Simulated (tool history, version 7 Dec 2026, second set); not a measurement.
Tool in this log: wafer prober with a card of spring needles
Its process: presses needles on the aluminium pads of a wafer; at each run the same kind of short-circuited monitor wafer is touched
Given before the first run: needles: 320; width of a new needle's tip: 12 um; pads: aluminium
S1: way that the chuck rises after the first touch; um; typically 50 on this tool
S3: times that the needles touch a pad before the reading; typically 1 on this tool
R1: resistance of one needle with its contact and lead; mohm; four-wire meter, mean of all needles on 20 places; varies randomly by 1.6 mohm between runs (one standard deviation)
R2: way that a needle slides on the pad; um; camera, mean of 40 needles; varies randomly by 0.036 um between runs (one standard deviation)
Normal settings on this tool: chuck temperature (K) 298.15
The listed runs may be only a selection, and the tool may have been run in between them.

Run 1, hour 0.0: usual settings. Result: R1 188 mohm, R2 13.76 um.
At hour 14.1: tips cleaned on abrasive film.
Run 2, hour 14.2: usual settings but chuck temperature (K) 319.15. Result: R1 171 mohm, R2 13.76 um.
Run 3, hour 24.5: usual settings but chuck temperature (K) 319.15. Result: R1 226 mohm, R2 13.83 um.
At hour 32.3: tips cleaned on abrasive film.
Run 4, hour 35.3: usual settings. Result: R1 187 mohm, R2 13.77 um.
At hour 49.4: tips cleaned on abrasive film.
Run 5, hour 53.7: usual settings. Result: R1 198 mohm, R2 13.75 um.
At hour 67.6: tips cleaned on abrasive film.
Run 6, hour 72.7: usual settings. Result: R1 197 mohm, R2 13.68 um.
Run 7, hour 81.8: usual settings. Result: R1 231 mohm, R2 13.69 um.
At hour 85.6: tips cleaned on abrasive film.
Run 8, hour 93.3: usual settings. Result: R1 215 mohm, R2 13.64 um.
At hour 95.5: height of the first contact set anew.
At hour 103.0: tips cleaned on abrasive film.
Run 9, hour 110.4: usual settings. Result: R1 206 mohm, R2 13.65 um.
At hour 120.2: tips cleaned on abrasive film.
Run 10, hour 121.5: usual settings. Result: R1 171 mohm, R2 13.58 um.
At hour 137.8: tips cleaned on abrasive film.
Run 11, hour 141.0: usual settings. Result: R1 186 mohm, R2 13.68 um.
At hour 148.0: height of the first contact set anew, once more.
At hour 156.6: tips cleaned on abrasive film.
Run 12, hour 157.8: usual settings. Result: R1 177 mohm, R2 13.84 um.
At hour 173.7: tips cleaned on abrasive film.
Run 13, hour 173.7: usual settings but chuck temperature (K) 359.15. Result: R1 178 mohm, R2 13.74 um.
At hour 191.0: tips cleaned on abrasive film.
Run 14, hour 191.9: usual settings but chuck temperature (K) 309.15, S3 3. Result: R1 171 mohm, R2 13.73 um.
Run 15, hour 204.9: usual settings but S1 38 um, S3 2. Result: R1 240 mohm, R2 10.41 um.
At hour 208.2: tips cleaned on abrasive film.
Run 16, hour 215.9: usual settings but S1 36 um, chuck temperature (K) 299.15, S3 2. Result: R1 225 mohm, R2 9.86 um.
At hour 226.4: tips cleaned on abrasive film.
Run 17, hour 232.5: usual settings but S1 36 um, chuck temperature (K) 299.15, S3 2. Result: R1 222 mohm, R2 9.84 um.
At hour 243.7: tips cleaned on abrasive film.
Run 18, hour 245.8: usual settings but S1 62 um, chuck temperature (K) 299.15, S3 2. Result: R1 162 mohm, R2 17.06 um.

What does the tool deliver on the next run?
At hour 261.2: tips cleaned on abrasive film.
Run 19, hour 263.9: usual settings but S1 62 um, chuck temperature (K) 299.15, S3 2. Result: R1 ?, R2 ?.

R1: 167 mohm
R2: 16.98 um
Minus the tool's unlogged condition, the same run would have read R1 155 mohm, R2 17.08 um.
